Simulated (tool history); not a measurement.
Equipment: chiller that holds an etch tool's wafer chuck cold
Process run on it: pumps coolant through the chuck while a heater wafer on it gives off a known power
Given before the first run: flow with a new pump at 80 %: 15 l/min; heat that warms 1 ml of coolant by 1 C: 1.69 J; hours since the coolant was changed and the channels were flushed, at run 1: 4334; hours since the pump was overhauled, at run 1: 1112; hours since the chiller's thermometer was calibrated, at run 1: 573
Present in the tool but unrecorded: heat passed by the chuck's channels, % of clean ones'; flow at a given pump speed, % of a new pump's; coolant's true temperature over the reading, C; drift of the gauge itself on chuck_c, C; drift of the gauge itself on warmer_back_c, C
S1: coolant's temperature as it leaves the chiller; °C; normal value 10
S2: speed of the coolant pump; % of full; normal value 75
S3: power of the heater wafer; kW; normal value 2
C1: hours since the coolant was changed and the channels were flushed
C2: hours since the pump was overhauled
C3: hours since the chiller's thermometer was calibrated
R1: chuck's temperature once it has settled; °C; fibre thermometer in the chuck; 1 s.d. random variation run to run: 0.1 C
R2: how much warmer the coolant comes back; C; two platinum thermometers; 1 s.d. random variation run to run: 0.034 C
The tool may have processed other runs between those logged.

Run 1, hour 0: usual settings; C1 4334; C2 1112; C3 573. Result: R1 31.9 °C, R2 5.04 C.
Run 2, hour 42.1: usual settings but S3 1.058 kW; C1 4376; C2 1154; C3 615. Result: R1 21.5 °C, R2 2.75 C.
Run 3, hour 69: usual settings but S1 11 °C; C1 4403; C2 1181; C3 642. Result: R1 32.9 °C, R2 5.06 C.
Run 4, hour 111.4: usual settings but S1 11 °C; C1 4445; C2 1223; C3 685. Result: R1 32.9 °C, R2 5.06 C.
Run 5, hour 138.9: usual settings but S1 11 °C; C1 4473; C2 1250; C3 712. Result: R1 33 °C, R2 5.18 C.
Run 6, hour 186.6: usual settings but S1 11 °C; C1 4520; C2 1298; C3 760. Result: R1 33.1 °C, R2 5.09 C.
Run 7, hour 219: usual settings but S1 11 °C; C1 4553; C2 1331; C3 792. Result: R1 33 °C, R2 5.16 C.
Run 8, hour 258.8: usual settings; C1 4593; C2 1370; C3 832. Result: R1 32.1 °C, R2 5.17 C.
Run 9, hour 290.2: usual settings; C1 4624; C2 1402; C3 863. Result: R1 31.8 °C, R2 5.23 C.
Run 10, hour 327.5: usual settings but S2 64 % of full; C1 4661; C2 1439; C3 901. Result: R1 34.8 °C, R2 6.17 C.
Run 11, hour 358.4: usual settings but S2 64 % of full; C1 4692; C2 1470; C3 932. Result: R1 34.8 °C, R2 6.22 C.
Run 12, hour 416.8: usual settings but S2 64 % of full; C1 4751; C2 1528; C3 990. Result: R1 34.7 °C, R2 6.23 C.
Run 13, hour 465.6: usual settings but S2 64 % of full; C1 4799; C2 1577; C3 1039. Result: R1 34.6 °C, R2 6.22 C.
Run 14, hour 510.1: usual settings; C1 4844; C2 1622; C3 1083. Result: R1 31.7 °C, R2 5.28 C.
Run 15, hour 541: usual settings; C1 4875; C2 1653; C3 1114. Result: R1 32 °C, R2 5.36 C.
Run 16, hour 570.2: usual settings; C1 4904; C2 1682; C3 1143. Result: R1 31.8 °C, R2 5.32 C.
Run 17, hour 600.4: usual settings; C1 4934; C2 1712; C3 1174. Result: R1 31.9 °C, R2 5.36 C.
Run 18, hour 628.2: usual settings but S1 9 °C, S2 83 % of full, S3 2.094 kW; C1 4962; C2 1740; C3 1201. Result: R1 30.3 °C, R2 5.07 C.
Run 19, hour 677.4: usual settings but S3 2.474 kW; C1 5011; C2 1789; C3 1251. Result: R1 36.9 °C, R2 6.58 C.
Run 20, hour 730: usual settings but S3 2.474 kW; C1 5064; C2 1842; C3 1303. Result: R1 37.1 °C, R2 6.62 C.
At hour 764.3: gauge calibrated.
Run 21, hour 764.3: usual settings but S1 2 °C, S2 62 % of full, S3 1.333 kW; C1 5098; C2 1876; C3 1337. Result: R1 18.8 °C, R2 4.1 C.
Run 22, hour 808.9: usual settings but S1 2 °C, S2 62 % of full, S3 1.333 kW; C1 5143; C2 1920; C3 1382. Result: R1 18.9 °C, R2 4.16 C.
Run 23, hour 858.2: usual settings but S1 2 °C, S2 64 % of full, S3 2.004 kW; C1 5192; C2 1970; C3 1431. Result: R1 26.8 °C, R2 6 C.
Run 24, hour 885.2: usual settings but S1 12 °C, S3 1.106 kW; C1 5219; C2 1997; C3 1458. Result: R1 24.1 °C, R2 2.87 C.
Run 25, hour 925.8: usual settings but S2 81 % of full, S3 2.742 kW; C1 5260; C2 2037; C3 1499. Result: R1 38.3 °C, R2 6.48 C.
Run 26, hour 962.3: usual settings but S1 1 °C, S2 67 % of full, S3 2.742 kW; C1 5296; C2 2074; C3 1535. Result: R1 34 °C, R2 7.96 C.
Run 27, hour 1015.1: usual settings but S1 3 °C, S2 62 % of full, S3 1.431 kW; C1 5349; C2 2127; C3 1588. Result: R1 21.2 °C, R2 4.54 C.
Run 28, hour 1055: usual settings but S2 79 % of full; C1 5389; C2 2166; C3 1628. Result: R1 31 °C, R2 4.95 C.
Run 29, hour 1105.8: usual settings but S1 17 °C, S2 60 % of full; C1 5440; C2 2217; C3 1679. Result: R1 43 °C, R2 6.48 C.
Run 30, hour 1142.4: usual settings but S1 15 °C, S2 60 % of full; C1 5476; C2 2254; C3 1716. Result: R1 41.2 °C, R2 6.6 C.
Run 31, hour 1191.6: usual settings but S1 15 °C, S2 81 % of full, S3 1.582 kW; C1 5525; C2 2303; C3 1765. Result: R1 31.3 °C, R2 3.94 C.

How would selected steps in R2 from run to run divide? Give the signed amount a tool lacking its hidden state would still show from settings, what came in and random variation, and the signed amount left for the hidden state, including any gauge scatter that is not in both of the compared results.
Run 3 -> 4: no setting touched and nothing written in the log between the runs. R2 +0 C: hidden state +0.03, all else -0.03.
Run 7 -> 8: S1 11 -> 10. R2 +0.01 C: hidden state +0.03, all else -0.02.
Run 20 -> 21: S1 10 -> 2, S2 75 -> 62, S3 2.474 -> 1.333, gauge calibrated. R2 -2.52 C: hidden state -0.39, all else -2.13.
Run 23 -> 24: S1 2 -> 12, S2 64 -> 75, S3 2.004 -> 1.106. R2 -3.13 C: hidden state +0.02, all else -3.15.
Run 24 -> 25: S1 12 -> 10, S2 75 -> 81, S3 1.106 -> 2.742. R2 +3.61 C: hidden state +0.02, all else +3.59.
Run 26 -> 27: S1 1 -> 3, S2 67 -> 62, S3 2.742 -> 1.431. R2 -3.42 C: hidden state +0.03, all else -3.45.

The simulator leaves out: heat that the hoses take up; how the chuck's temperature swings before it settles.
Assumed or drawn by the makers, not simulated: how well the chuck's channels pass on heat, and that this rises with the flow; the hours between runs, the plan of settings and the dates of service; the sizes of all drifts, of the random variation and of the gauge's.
